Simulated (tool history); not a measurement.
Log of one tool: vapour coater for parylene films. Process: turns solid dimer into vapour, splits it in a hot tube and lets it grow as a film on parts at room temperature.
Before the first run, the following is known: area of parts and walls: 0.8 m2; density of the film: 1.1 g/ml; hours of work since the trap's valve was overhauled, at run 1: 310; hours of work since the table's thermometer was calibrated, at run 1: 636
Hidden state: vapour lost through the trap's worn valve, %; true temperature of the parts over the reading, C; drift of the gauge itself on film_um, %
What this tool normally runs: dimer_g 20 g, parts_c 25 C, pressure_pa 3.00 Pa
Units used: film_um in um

run	hour	dimer_g	parts_c	pressure_pa	hours of work since the trap's valve was overhauled	hours of work since the table's thermometer was calibrated	film_um
1	0.0	20	25	3.00	310	636	11.24
2	30.9	20	25	3.00	335	661	11.15
3	53.4	20	25	3.00	353	680	11.09
4	74.8	20	25	3.00	371	697	11.00
5	88.2	17	25	3.00	381	708	9.32
6	109.0	17	25	3.00	398	725	9.36
7	132.6	20	25	3.00	417	744	10.91
8	152.6	20	22	5.91	434	760	10.00
9	169.1	22	37	6.83	447	773	7.50
10	189.7	15	18	3.00	464	790	9.46
11	208.6	15	18	3.00	479	805	9.62
12	233.5	15	18	3.00	499	825	9.52
13	258.6	12	21	3.00	519	846	6.93
14	276.3	9	25	2.90	534	860	4.82

Consider 4 possible next runs. They are alternatives, not a sequence: every one starts from the tool as it was left by run 14. What does each give?
A	298.0	31	25	6.11	551	878	?
B	298.0	21	37	11.01	551	878	?
C	298.0	13	25	3.14	551	878	?
D	298.0	21	25	3.41	551	878	?

run	film_um
A	14.13
B	6.37
C	6.81
D	10.75
The same runs, with their run-to-run variation unchanged, on a tool lacking any hidden condition would have given:
run	film_um
A	16.01
B	7.22
C	7.72
D	12.18
